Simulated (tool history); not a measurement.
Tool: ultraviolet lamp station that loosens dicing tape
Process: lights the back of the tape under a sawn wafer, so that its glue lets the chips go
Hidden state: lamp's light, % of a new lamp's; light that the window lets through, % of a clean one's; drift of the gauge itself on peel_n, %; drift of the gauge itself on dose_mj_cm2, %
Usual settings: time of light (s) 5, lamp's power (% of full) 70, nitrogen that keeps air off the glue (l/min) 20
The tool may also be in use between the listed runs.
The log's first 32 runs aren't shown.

run   hour  time of light (s)  lamp's power (% of full)  nitrogen that keeps air off the glue (l/min)  hours of work of the lamp  hours of work since the window was cleaned  force that peels the tape off (N)  light that reached the tape (J/m2)
 33  512.9                  4                        93                                             6                        409                                         264                              0.796                                3420
 34  530.2                  4                        93                                             6                        416                                         271                              0.793                                3400
 35  542.6                  4                        93                                             6                        421                                         276                              0.786                                3380
 36  560.1                  2                        73                                            25                        429                                         284                              1.465                                1380
 37  573.9                  2                        69                                            13                        435                                         290                              2.083                                1250
 38  583.1                  2                        69                                            13                        439                                         294                              2.023                                1280
 39  602.8                  2                        69                                            13                        447                                         302                              1.997                                1260
 40  617.0                  4                        65                                            14                        453                                         308                              0.863                                2400
 41  633.2                  4                        65                                            14                        460                                         315                              0.873                                2380
 42  650.0                  4                        70                                            35                        467                                         322                              0.459                                2550

Forecast each of these 4 alternatives for the next run:
     667.5  -- window cleaned of glue's vapour
  A  671.7                  4                        70                                            10                        476                                           2                                  ?                                   ?
     667.5  -- window cleaned of glue's vapour
  B  671.7                  5                        97                                            20                        476                                           2                                  ?                                   ?
     667.5  -- window cleaned of glue's vapour
  C  671.7                  4                        70                                             6                        476                                           2                                  ?                                   ?
     667.5  -- window cleaned of glue's vapour
  D  671.7                  4                        61                                            16                        476                                           2                                  ?                                   ?

run  force that peels the tape off (N)  light that reached the tape (J/m2)
  A                              0.909                                2530
  B                              0.223                                4470
  C                              1.225                                2580
  D                              0.909                                2230
Without the tool's hidden state the same runs would have given:
run  force that peels the tape off (N)  light that reached the tape (J/m2)
  A                              0.907                                2540
  B                              0.223                                4470
  C                              1.224                                2580
  D                              0.908                                2230
